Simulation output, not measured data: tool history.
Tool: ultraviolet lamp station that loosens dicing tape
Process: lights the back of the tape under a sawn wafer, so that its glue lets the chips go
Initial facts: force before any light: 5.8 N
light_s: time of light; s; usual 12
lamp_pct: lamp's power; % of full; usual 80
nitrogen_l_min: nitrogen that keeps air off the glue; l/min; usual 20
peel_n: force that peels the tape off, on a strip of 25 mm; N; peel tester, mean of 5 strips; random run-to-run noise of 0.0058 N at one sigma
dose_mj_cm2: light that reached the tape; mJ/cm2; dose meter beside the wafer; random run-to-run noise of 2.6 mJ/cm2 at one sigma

{"run": 1, "hour": 0.0, "light_s": 12, "lamp_pct": 80, "nitrogen_l_min": 20, "peel_n": 0.645, "dose_mj_cm2": 183}
{"run": 2, "hour": 21.7, "light_s": 12, "lamp_pct": 80, "nitrogen_l_min": 20, "peel_n": 0.636, "dose_mj_cm2": 181}
{"run": 3, "hour": 53.5, "light_s": 12, "lamp_pct": 80, "nitrogen_l_min": 8, "peel_n": 1.219, "dose_mj_cm2": 173}
{"run": 4, "hour": 95.2, "light_s": 12, "lamp_pct": 80, "nitrogen_l_min": 8, "peel_n": 1.244, "dose_mj_cm2": 168}
{"run": 5, "hour": 125.7, "light_s": 12, "lamp_pct": 80, "nitrogen_l_min": 20, "peel_n": 0.738, "dose_mj_cm2": 167}
{"run": 6, "hour": 145.3, "light_s": 12, "lamp_pct": 80, "nitrogen_l_min": 20, "peel_n": 0.764, "dose_mj_cm2": 164}
{"run": 7, "hour": 173.8, "light_s": 12, "lamp_pct": 80, "nitrogen_l_min": 20, "peel_n": 0.753, "dose_mj_cm2": 164}
{"run": 8, "hour": 217.5, "light_s": 13, "lamp_pct": 74, "nitrogen_l_min": 7, "peel_n": 1.505, "dose_mj_cm2": 160}
{"run": 9, "hour": 244.1, "light_s": 24, "lamp_pct": 82, "nitrogen_l_min": 7, "peel_n": 0.414, "dose_mj_cm2": 320}
{"run": 10, "hour": 275.1, "light_s": 7, "lamp_pct": 95, "nitrogen_l_min": 8, "peel_n": 2.191, "dose_mj_cm2": 104}
{"hour": 295.2, "done": "window cleaned of glue's vapour"}
{"run": 11, "hour": 301.7, "light_s": 18, "lamp_pct": 95, "nitrogen_l_min": 8, "peel_n": 0.326, "dose_mj_cm2": 327}
{"run": 12, "hour": 339.1, "light_s": 10, "lamp_pct": 80, "nitrogen_l_min": 20, "peel_n": 0.892, "dose_mj_cm2": 151}

What will run 13 give?
{"run": 13, "hour": 382.6, "light_s": 18, "lamp_pct": 80, "nitrogen_l_min": 10, "peel_n": "?", "dose_mj_cm2": "?"}

Run 13 yielded peel_n 0.473 N, dose_mj_cm2 264 mJ/cm2.
Minus the tool's unlogged condition, the same run would have read peel_n 0.103 N, dose_mj_cm2 493 mJ/cm2.
